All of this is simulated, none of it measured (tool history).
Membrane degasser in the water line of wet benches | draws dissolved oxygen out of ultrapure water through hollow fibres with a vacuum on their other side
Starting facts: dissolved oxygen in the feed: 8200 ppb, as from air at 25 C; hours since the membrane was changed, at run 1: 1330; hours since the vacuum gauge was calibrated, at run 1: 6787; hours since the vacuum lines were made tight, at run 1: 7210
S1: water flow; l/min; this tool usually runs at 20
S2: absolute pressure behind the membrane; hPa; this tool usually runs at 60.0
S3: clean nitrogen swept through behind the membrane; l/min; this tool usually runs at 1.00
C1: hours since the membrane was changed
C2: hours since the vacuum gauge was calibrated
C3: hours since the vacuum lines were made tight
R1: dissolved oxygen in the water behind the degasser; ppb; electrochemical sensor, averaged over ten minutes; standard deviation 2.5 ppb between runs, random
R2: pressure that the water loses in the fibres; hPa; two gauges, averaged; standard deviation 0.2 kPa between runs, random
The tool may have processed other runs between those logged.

run     day  S1    S2    S3    C1    C2    C3     R1     R2
  1   0.000  20  60.0  1.00  1330  6787  7210  255.7  459.7
  2   4.238  20  60.0  0.80  1432  6889  7312  276.2  459.5
  3   8.075  20  60.0  1.00  1524  6981  7404  251.3  458.3
  4  14.425  20  60.0  1.00  1677  7133  7557  244.8  456.4
  5  19.562  20  60.0  1.00  1800  7257  7680  253.4  455.0
  6  24.050  20  60.0  1.00  1908  7364  7788  253.7  455.1
  7  27.633  20  60.0  1.00  1994  7450  7874  252.4  454.2
  8  32.025  20  60.0  1.00  2099  7556  7979  247.6  457.2
  9  35.438  20  43.9  1.00  2181  7637  8061  180.7  455.7
 10  39.479  20  60.0  0.82  2278  7735  8158  274.1  454.0
 11  43.721  20  60.0  1.78  2380  7836  8260  200.3  454.3
 12  49.196  20  60.0  1.78  2511  7968  8391  199.4  454.1
 13  53.212  20  67.2  1.12  2608  8064  8488  264.8  455.4
 14  59.800  22  36.2  0.47  2766  8222  8646  194.2  497.1

Estimate the outcome of run 15 from the log above:
     61.129  -- seals of the vacuum lines changed
 15  63.750  22  52.9  0.51  2858  8315  63   ?   ?

Run 15 came out at R1 328.3 ppb, R2 501.8 hPa.
With the hidden condition absent and the run-to-run variation left alone, this run would have shown R1 327.3 ppb, R2 506.4 hPa.
